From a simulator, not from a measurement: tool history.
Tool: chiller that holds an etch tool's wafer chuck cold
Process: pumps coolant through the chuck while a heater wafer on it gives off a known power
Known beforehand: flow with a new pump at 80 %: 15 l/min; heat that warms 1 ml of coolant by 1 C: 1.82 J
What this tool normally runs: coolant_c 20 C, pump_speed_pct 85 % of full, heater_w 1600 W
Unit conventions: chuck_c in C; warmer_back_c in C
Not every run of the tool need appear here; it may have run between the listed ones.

run	hour	coolant_c	pump_speed_pct	heater_w	chuck_c	warmer_back_c
1	0.0	20	85	1600	35.0	3.43
2	82.3	20	85	1600	35.0	3.43
3	132.3	20	85	1600	35.3	3.43
4	199.7	20	85	1600	35.4	3.49
5	280.1	20	88	1600	34.9	3.37
# hour 289.3: chiller's thermometer calibrated
6	341.6	20	85	1600	35.2	3.48
7	380.1	20	85	1600	35.1	3.45
8	441.5	20	85	1600	35.3	3.47
# hour 454.6: chiller's thermometer calibrated, once more
9	515.6	16	85	1197	27.5	2.63
10	598.4	30	84	2267	52.2	5.00
11	656.1	13	89	1239	24.7	2.59
12	728.1	13	89	1239	24.9	2.58
13	784.6	29	96	1370	41.3	2.62

Alternative continuations, all from the tool just after run 13; predict every row:
A	863.7	29	87	1370	?	?
B	863.7	20	85	2099	?	?
C	863.7	29	89	1919	?	?
D	863.7	20	70	2191	?	?

run	chuck_c	warmer_back_c
A	42.3	2.92
B	40.8	4.62
C	47.1	3.97
D	45.1	5.85
With no hidden state in the tool, these same runs would have given:
run	chuck_c	warmer_back_c
A	39.1	2.74
B	35.7	4.34
C	42.5	3.73
D	38.9	5.50

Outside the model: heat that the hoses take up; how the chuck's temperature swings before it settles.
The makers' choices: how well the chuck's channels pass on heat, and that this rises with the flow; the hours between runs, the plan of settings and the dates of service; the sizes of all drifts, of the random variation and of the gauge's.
